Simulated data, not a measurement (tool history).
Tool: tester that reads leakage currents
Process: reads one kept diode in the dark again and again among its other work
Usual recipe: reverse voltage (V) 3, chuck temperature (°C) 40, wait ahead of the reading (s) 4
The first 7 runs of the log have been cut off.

run    hour  reverse voltage (V)  chuck temperature (°C)  wait ahead of the reading (s)  current that the tester gives (pA)
  8   680.8                    3                      40                              4                               32.39
  9   819.2                 7.63                      40                              4                               52.54
 10   966.2                    3                      39                              4                               30.22
 11  1080.5                    3                      39                              4                               29.91
 12  1212.8                 1.26                      40                              4                               20.86
 13  1330.1                    3                      40                           0.48                               32.67
 14  1410.1                    3                      40                           1.35                               32.32
 15  1504.2                    3                      40                              4                               31.92
 16    1586                    3                      40                              4                               31.71
 17  1677.2                    3                      40                              4                               31.75
 18  1790.4                    3                      40                              4                               31.65
 19  1901.7                    3                      36                              4                               24.31
 20  2037.2                    3                      36                              4                               24.12
 21  2135.6                    3                      36                              4                                24.4
 22    2198                    3                      36                              4                               24.26
 23  2323.3                    3                      40                            3.3                               31.35
 24  2449.1                    3                      40                            3.3                               31.27

Run 25 has not been measured yet. What should we expect?
 25  2543.1                 3.97                      34                           0.47                                   ?

{"run 25": {"current that the tester gives (pA)": 26.08}}
If the tool had no hidden condition, the same run with the same run-to-run variation would have returned current that the tester gives (pA) 21.93.

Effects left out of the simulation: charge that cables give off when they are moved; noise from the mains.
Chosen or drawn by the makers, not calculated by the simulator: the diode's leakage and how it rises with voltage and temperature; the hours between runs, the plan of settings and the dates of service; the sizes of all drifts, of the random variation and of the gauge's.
